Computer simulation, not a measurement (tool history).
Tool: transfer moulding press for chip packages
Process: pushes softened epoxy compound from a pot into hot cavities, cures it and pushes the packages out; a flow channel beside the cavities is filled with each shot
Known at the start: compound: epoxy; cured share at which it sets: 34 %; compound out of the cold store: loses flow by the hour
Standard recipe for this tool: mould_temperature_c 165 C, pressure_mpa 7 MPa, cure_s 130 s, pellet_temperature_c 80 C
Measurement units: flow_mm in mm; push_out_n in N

run,hour,mould_temperature_c,pressure_mpa,cure_s,pellet_temperature_c,incoming compound's hours out of the cold store,flow_mm,push_out_n
1,0,165,7,130,80,18.4,903,478
2,8.7,165,7,116,80,11.7,936,643
3,14.6,165,7,130,80,10.3,943,528
4,24.8,168,7,130,80,19.8,875,450
# hour 28.5: cavities cleaned with cleaning compound and waxed
5,33.5,168,7,130,80,17.7,889,230
6,40.2,168,7,130,80,44,779,273
7,49.4,165,7,130,80,34,830,357
8,56.8,165,7,130,80,22.4,877,371
9,67.8,165,7,130,80,17.4,904,407
10,76.9,165,7,130,80,37,817,405
11,87.8,165,7,138,80,32.2,833,411
12,94.9,165,7,138,80,46.1,775,420
13,104.4,165,7,138,80,37.4,814,431
14,112.1,165,7,162,80,12.3,923,408
15,121.2,165,7,162,80,45.3,782,405
16,129,165,7,162,80,9.6,936,438
# hour 140.5: cavities cleaned with cleaning compound and waxed
17,143,165,7,162,80,26.2,853,229
18,155.7,158,7,162,84,27.2,896,365
19,163.7,165,7,151,84,45.3,775,287
20,176.2,165,7,151,84,12.1,915,331
21,186.9,165,6.39,130,80,13,867,432
22,199.2,165,7,142,83,11.5,915,415
23,208.9,165,5.23,126,83,28.4,724,486
24,216.3,165,5.23,126,83,27,727,507
25,222.6,165,5.23,126,83,32.7,705,505
26,232.8,165,6.69,130,80,44.1,754,479
27,241.7,165,6.98,130,81,19.7,871,539
# hour 252.7: cavities cleaned with cleaning compound and waxed
28,254.2,171,5.86,137,81,36.5,704,223
# hour 263.7: plunger's sealing rings changed
29,267.9,171,5.86,137,81,45,706,265

Below are 4 alternative next runs, each starting from the tool's condition after run 29. Predict each:
A,274.4,164,5.37,137,81,17.7,?,?
B,274.4,164,5.67,168,81,14.2,?,?
C,274.4,165,7,131,80,24.2,?,?
D,274.4,171,5.86,120,72,21.6,?,?

run,flow_mm,push_out_n
A,809,354
B,845,279
C,885,357
D,790,283
Had the tool no hidden state, the same runs would have come out as:
run,flow_mm,push_out_n
A,804,252
B,839,206
C,880,256
D,785,209
